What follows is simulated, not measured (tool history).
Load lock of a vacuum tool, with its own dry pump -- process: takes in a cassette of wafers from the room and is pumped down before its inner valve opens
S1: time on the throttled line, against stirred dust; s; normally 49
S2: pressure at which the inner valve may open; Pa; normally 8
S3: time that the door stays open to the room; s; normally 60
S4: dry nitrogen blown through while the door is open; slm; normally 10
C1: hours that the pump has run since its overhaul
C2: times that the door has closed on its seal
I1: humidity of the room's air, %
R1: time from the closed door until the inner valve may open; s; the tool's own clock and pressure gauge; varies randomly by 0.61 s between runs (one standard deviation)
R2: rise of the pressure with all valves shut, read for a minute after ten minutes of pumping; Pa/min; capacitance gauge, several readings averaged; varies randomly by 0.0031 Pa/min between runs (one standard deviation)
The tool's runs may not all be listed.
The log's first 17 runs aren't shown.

run,hour,S1,S2,S3,S4,C1,C2,I1,R1,R2
18,1590.5,49,8,60,10,9396,6700,44.8,98.8,0.077
19,1691.3,79,8,60,10,9496,6917,45.6,119.4,0.076
20,1825.5,28,7,29,10,9631,7206,49.7,83.5,0.062
21,1919,28,6,97,10,9724,7407,47.2,85.4,0.102
22,2020.4,97,6,97,16,9826,7625,43.6,134.6,0.084
23,2126.1,28,13,72,6,9931,7853,49,81.5,0.098
24,2214.7,28,13,99,6,10020,8044,42.8,79.4,0.104
25,2312.1,49,8,227,16,10117,8253,45,98.2,0.122
26,2380.2,44,14,34,20,10185,8400,46.7,91.7,0.064
27,2501.1,32,8,108,5,10306,8660,45,87.3,0.117
28,2595.5,44,8,183,36,10401,8863,45.3,96.3,0.086
29,2690.4,39,6,46,13,10496,9068,45.9,95.3,0.071
30,2811.6,38,8,52,17,10617,9328,42.2,92,0.064
31,2930.6,38,8,52,17,10736,9585,45.8,92.4,0.073
32,2989.2,38,8,52,17,10794,9711,43,92.8,0.066
33,3106.3,95,10,52,11,10911,9963,46.4,130.8,0.086
34,3215,95,10,52,11,11020,10197,42.8,131.2,0.076
35,3310.4,95,13,52,11,11116,10402,46.1,130,0.083
36,3438.8,95,13,52,11,11244,10678,44.1,130.3,0.076
# hour 3504.6: dry pump taken out, an overhauled one fitted
37,3514,95,13,52,11,9,10828,42.7,123.1,0.076

Forecast each of these 3 alternatives for the next run:
A,3607.1,63,8,126,4,102,11028,47.2,?,?
B,3607.1,93,8,134,10,102,11028,46,?,?
C,3607.1,98,13,66,8,102,11028,42.7,?,?

run,R1,R2
A,100.7,0.132
B,123.5,0.117
C,123.3,0.087
What these runs would have given with no unlogged condition in the tool:
run,R1,R2
A,100.4,0.116
B,123.2,0.101
C,123,0.07
